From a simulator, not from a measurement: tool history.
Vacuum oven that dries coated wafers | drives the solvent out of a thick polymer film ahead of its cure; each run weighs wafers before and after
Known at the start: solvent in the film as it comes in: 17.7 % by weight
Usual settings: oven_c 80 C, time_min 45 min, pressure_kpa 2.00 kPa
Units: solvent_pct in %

| run | hour | oven_c | time_min | pressure_kpa | solvent_pct |
|---|---|---|---|---|---|
| 1 | 0.0 | 80 | 45 | 2.00 | 2.18 |
| 2 | 9.5 | 80 | 45 | 3.18 | 3.14 |
| 3 | 18.7 | 80 | 45 | 3.18 | 3.15 |
| 4 | 35.7 | 81 | 45 | 2.00 | 2.06 |
| 5 | 52.4 | 81 | 45 | 2.00 | 2.06 |
| 6 | 64.2 | 81 | 45 | 2.00 | 2.08 |
| 7 | 82.9 | 81 | 45 | 2.00 | 2.08 |
| 8 | 100.1 | 81 | 45 | 2.00 | 2.04 |
| 9 | 118.0 | 80 | 45 | 2.00 | 2.19 |
| 10 | 127.7 | 80 | 45 | 2.00 | 2.25 |
| 11 | 137.5 | 80 | 45 | 2.00 | 2.23 |
| 12 | 151.6 | 79 | 45 | 2.00 | 2.44 |
| 13 | 164.4 | 79 | 45 | 2.00 | 2.40 |
| 14 | 173.7 | 79 | 45 | 2.00 | 2.40 |
| 15 | 193.5 | 79 | 45 | 2.00 | 2.41 |
| 16 | 209.2 | 80 | 31 | 2.00 | 3.19 |
| 17 | 226.9 | 80 | 31 | 2.00 | 3.16 |
| 18 | 240.8 | 80 | 31 | 2.00 | 3.18 |
| 19 | 260.9 | 80 | 31 | 2.00 | 3.17 |
| 20 | 277.1 | 73 | 45 | 2.00 | 3.98 |
| 21 | 294.8 | 73 | 45 | 2.00 | 3.97 |
| 22 | 305.5 | 80 | 78 | 2.00 | 1.75 |
| 23 | 323.4 | 80 | 78 | 2.00 | 1.75 |
| 24 | 337.8 | 80 | 78 | 2.00 | 1.75 |
| 25 | 357.7 | 80 | 78 | 2.00 | 1.77 |
| 26 | 367.6 | 83 | 45 | 1.36 | 1.38 |
| 27 | 385.6 | 80 | 22 | 2.00 | 4.57 |
| 28 | 404.6 | 80 | 23 | 4.49 | 6.05 |
| 29 | 426.0 | 80 | 23 | 4.49 | 6.08 |
| 30 | 439.0 | 80 | 40 | 7.97 | 7.24 |
| 31 | 449.2 | 80 | 32 | 4.08 | 4.74 |
| 32 | 465.8 | 80 | 32 | 4.08 | 4.70 |
|  | 469.2 | oven's thermocouples calibrated |
| 33 | 478.3 | 80 | 32 | 4.08 | 4.70 |
| 34 | 495.7 | 80 | 49 | 2.00 | 2.17 |
| 35 | 512.4 | 80 | 25 | 2.39 | 4.32 |
| 36 | 524.7 | 80 | 45 | 2.06 | 2.36 |
| 37 | 540.5 | 80 | 45 | 2.06 | 2.35 |
| 38 | 555.2 | 80 | 45 | 2.06 | 2.33 |
| 39 | 573.6 | 80 | 45 | 2.06 | 2.38 |
|  | 591.2 | oven's thermocouples calibrated, once more |
| 40 | 592.9 | 90 | 40 | 2.73 | 1.64 |
| 41 | 611.7 | 90 | 40 | 2.73 | 1.64 |
| 42 | 624.3 | 65 | 45 | 1.99 | 6.90 |
| 43 | 633.9 | 75 | 42 | 2.08 | 3.66 |
| 44 | 648.0 | 80 | 72 | 5.44 | 4.59 |
| 45 | 664.9 | 85 | 72 | 5.44 | 3.74 |
| 46 | 679.6 | 80 | 57 | 3.97 | 3.53 |

Forecast each of these 4 alternatives for the next run:
| A | 700.0 | 94 | 40 | 1.79 | ? |
| B | 700.0 | 80 | 27 | 3.97 | ? |
| C | 700.0 | 84 | 24 | 7.90 | ? |
| D | 700.0 | 83 | 79 | 3.97 | ? |

| run | solvent_pct |
|---|---|
| A | 0.94 |
| B | 5.07 |
| C | 6.72 |
| D | 3.01 |
Without the tool's hidden state the same runs would have given:
| run | solvent_pct |
|---|---|
| A | 0.89 |
| B | 5.02 |
| C | 6.68 |
| D | 2.94 |
